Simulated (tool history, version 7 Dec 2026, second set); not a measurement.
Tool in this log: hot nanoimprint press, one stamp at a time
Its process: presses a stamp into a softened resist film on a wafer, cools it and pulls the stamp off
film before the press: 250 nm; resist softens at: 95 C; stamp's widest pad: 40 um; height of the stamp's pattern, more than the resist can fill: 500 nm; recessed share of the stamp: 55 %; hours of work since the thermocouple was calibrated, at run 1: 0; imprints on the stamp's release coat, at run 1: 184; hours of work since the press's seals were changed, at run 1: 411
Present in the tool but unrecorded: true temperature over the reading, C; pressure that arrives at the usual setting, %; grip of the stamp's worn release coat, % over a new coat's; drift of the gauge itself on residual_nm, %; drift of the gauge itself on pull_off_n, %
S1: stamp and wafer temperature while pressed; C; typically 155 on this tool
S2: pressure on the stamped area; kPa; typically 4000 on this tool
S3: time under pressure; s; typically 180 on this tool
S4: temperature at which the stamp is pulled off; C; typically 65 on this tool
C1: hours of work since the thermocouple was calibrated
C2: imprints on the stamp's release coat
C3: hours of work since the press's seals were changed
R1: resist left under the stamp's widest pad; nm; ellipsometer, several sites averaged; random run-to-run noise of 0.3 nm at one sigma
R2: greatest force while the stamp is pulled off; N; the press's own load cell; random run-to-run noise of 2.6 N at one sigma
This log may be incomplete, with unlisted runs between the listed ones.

run    hour   S1    S2   S3  S4   C1    C2   C3     R1   R2
  1       0  155  4000  180  65    0   184  411  109.4  127
  2      31  155  4000  180  65   13   273  424  109.3  126
  3    86.2  155  4000  180  65   35   433  446  108.5  130
  4   121.7  155  4000  180  65   50   535  461  108.3  134
  5   176.2  155  4000  338  65   72   692  483   83.1  134
  6   218.4  155  4000  338  65   89   814  500   82.9  142
  7   241.8  155  4000  180  65   98   881  510  107.7  136
  8   281.5  155  3480  180  65  115   996  526    114  142
      289.5  -- plate thermocouple calibrated
  9   311.8  155  3480  171  65    9  1075  537    115  142
 10   361.5  155  3480  171  65   29  1218  557  115.1  138
 11   386.4  155  3480  171  65   39  1290  567  115.2  144
 12   412.5  155  3480  171  65   50  1365  578  114.9  155
 13   446.1  155  4000  180  65   64  1462  592  105.3  152
 14     487  155  4000  180  65   80  1580  608  106.3  149
      494.9  -- plate thermocouple calibrated, once more
 15     543  155  4000  180  57   20  1733  630  110.4  191
 16   579.9  155  4000  180  57   35  1840  645  110.8  201
 17   619.6  155  4000  155  65   51  1954  661  117.5  166
 18   654.2  156  3220  292  60   65  2054  675   95.2  191
 19   693.8  156  3220  292  60   81  2168  691   95.8  199
 20     736  159  4000  180  65   98  2290  708   90.9  173
      763.3  -- stamp cleaned and given a new release coat
 21   764.6  159  2770  268  67  107     3  718   91.4  112
 22     790  159  2770  268  67  118    77  728   90.7  113
 23   839.7  161  5640  100  65  138   220  748   89.6  126
 24   869.4  155  2750   97  53  150   306  760    156  162
 25   905.3  147  5620   97  53  165   409  775  168.2  167
 26   953.9  147  5620   97  53  185   550  795  168.3  174
 27   981.7  147  5620   97  53  196   630  806  168.2  170
 28  1035.8  156  2490  180  65  218   786  828  126.4  141
 29  1078.1  156  2780  180  65  235   908  845  120.5  142

Some steps in R1, run to run, broken into two amounts with sign: the step expected even without the hidden condition (settings, incoming material, random variation), and the rest, left for the hidden condition together with whatever gauge scatter is not in both the measured and the hidden-condition-free result:
Run 14 -> 15: S4 65 -> 57, plate thermocouple calibrated, once more. R1 +4.1 nm: hidden state +5.4, all else -1.3.
Run 23 -> 24: S1 161 -> 155, S2 5640 -> 2750, S3 100 -> 97, S4 65 -> 53. R1 +66.4 nm: hidden state -1.3, all else +67.7.
Run 27 -> 28: S1 147 -> 156, S2 5620 -> 2490, S3 97 -> 180, S4 53 -> 65. R1 -41.8 nm: hidden state -1.7, all else -40.1.
